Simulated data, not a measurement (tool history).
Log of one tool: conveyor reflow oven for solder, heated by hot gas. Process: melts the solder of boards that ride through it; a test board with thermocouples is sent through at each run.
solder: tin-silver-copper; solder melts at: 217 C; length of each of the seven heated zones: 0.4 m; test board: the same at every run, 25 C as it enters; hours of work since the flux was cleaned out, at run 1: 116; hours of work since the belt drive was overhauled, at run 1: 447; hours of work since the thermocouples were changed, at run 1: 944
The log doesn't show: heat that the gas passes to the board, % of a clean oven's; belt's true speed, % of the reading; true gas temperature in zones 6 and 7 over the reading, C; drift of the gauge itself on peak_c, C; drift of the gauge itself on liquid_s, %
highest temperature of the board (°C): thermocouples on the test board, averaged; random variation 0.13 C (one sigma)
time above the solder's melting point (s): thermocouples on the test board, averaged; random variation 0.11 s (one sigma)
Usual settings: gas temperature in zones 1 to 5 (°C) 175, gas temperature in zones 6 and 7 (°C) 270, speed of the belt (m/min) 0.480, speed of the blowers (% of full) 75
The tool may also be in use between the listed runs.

run    hour  gas temperature in zones 1 to 5 (°C)  gas temperature in zones 6 and 7 (°C)  speed of the belt (m/min)  speed of the blowers (% of full)  hours of work since the flux was cleaned out  hours of work since the belt drive was overhauled  hours of work since the thermocouples were changed  highest temperature of the board (°C)  time above the solder's melting point (s)
  1     0.0                                   175                                    270                      0.480                                75                                           116                                                447                                                 944                                  254.2                                       76.7
  2    44.4                                   175                                    270                      0.480                                75                                           148                                                479                                                 976                                  254.2                                       76.6
       69.6  -- thermocouples of zones 6 and 7 changed
       81.0  -- flux residue cleaned out of gas plates and filters
  3   105.2                                   175                                    270                      0.480                                75                                            17                                                518                                                  22                                  254.2                                       76.8
  4   171.1                                   175                                    270                      0.480                                75                                            65                                                565                                                  70                                  253.9                                       76.8
  5   237.6                                   175                                    270                      0.480                                82                                           113                                                613                                                 117                                  255.1                                       78.2
  6   279.5                                   175                                    270                      0.480                                82                                           143                                                643                                                 148                                  255.3                                       78.2
      317.2  -- flux residue cleaned out of gas plates and filters
  7   325.5                                   175                                    270                      0.480                                82                                             6                                                673                                                 177                                  255.2                                       78.1
  8   387.5                                   175                                    270                      0.480                                82                                            51                                                718                                                 222                                  255.2                                       78.2
  9   435.9                                   175                                    270                      0.480                                82                                            86                                                753                                                 257                                  255.2                                       78.1
 10   480.0                                   175                                    270                      0.480                                82                                           117                                                784                                                 289                                  255.4                                       78.3
 11   540.7                                   175                                    270                      0.480                                82                                           161                                                828                                                 332                                  255.0                                       78.1
      552.0  -- flux residue cleaned out of gas plates and filters
 12   589.9                                   175                                    270                      0.480                                82                                            27                                                860                                                 364                                  255.2                                       78.1
 13   620.5                                   175                                    270                      0.480                                69                                            49                                                882                                                 386                                  252.9                                       75.4
 14   664.1                                   175                                    278                      0.480                                57                                            81                                                914                                                 418                                  256.8                                       78.3
 15   729.7                                   175                                    278                      0.480                                57                                           128                                                961                                                 465                                  256.9                                       78.2
 16   768.2                                   163                                    280                      0.480                                75                                           156                                                989                                                 493                                  260.7                                       77.2
      788.2  -- flux residue cleaned out of gas plates and filters
 17   834.9                                   161                                    264                      0.507                                75                                            34                                               1033                                                 537                                  244.3                                       56.9
 18   900.1                                   161                                    264                      0.425                                80                                            81                                               1080                                                 584                                  251.1                                       79.2
 19   932.0                                   175                                    270                      0.555                                62                                           104                                               1103                                                 607                                  245.9                                       57.0
 20   999.6                                   175                                    282                      0.471                                57                                           152                                               1152                                                 656                                  261.2                                       83.3
     1024.9  -- flux residue cleaned out of gas plates and filters
 21  1068.0                                   175                                    277                      0.480                                75                                            31                                               1197                                                 702                                  260.3                                       81.8
     1132.0  -- belt drive overhauled, speed set with a stopwatch
 22  1140.0                                   175                                    277                      0.480                                75                                            80                                                  6                                                 751                                  260.2                                       81.7
 23  1188.5                                   175                                    277                      0.480                                75                                           115                                                 41                                                 786                                  260.1                                       81.7
 24  1258.4                                   175                                    277                      0.480                                75                                           165                                                 91                                                 836                                  260.0                                       81.6
     1268.3  -- flux residue cleaned out of gas plates and filters
 25  1313.4                                   175                                    277                      0.480                                75                                            33                                                127                                                 872                                  260.2                                       81.8

Forecast each of these 5 alternatives for the next run:
  A  1365.6                                   175                                    272                      0.423                                75                                            70                                                165                                                 910                                      ?                                          ?
  B  1365.6                                   175                                    284                      0.480                                75                                            70                                                165                                                 910                                      ?                                          ?
  C  1365.6                                   187                                    277                      0.480                                75                                            70                                                165                                                 910                                      ?                                          ?
  D  1365.6                                   175                                    284                      0.470                                75                                            70                                                165                                                 910                                      ?                                          ?
  E  1365.6                                   175                                    277                      0.480                                56                                            70                                                165                                                 910                                      ?                                          ?

run  highest temperature of the board (°C)  time above the solder's melting point (s)
  A                                  259.5                                       93.7
  B                                  266.2                                       86.0
  C                                  262.3                                       89.1
  D                                  266.9                                       88.2
  E                                  255.8                                       76.8
Without the tool's hidden state the same runs would have given:
run  highest temperature of the board (°C)  time above the solder's melting point (s)
  A                                  259.5                                       93.7
  B                                  266.3                                       86.0
  C                                  262.3                                       89.1
  D                                  267.0                                       88.3
  E                                  255.8                                       76.9
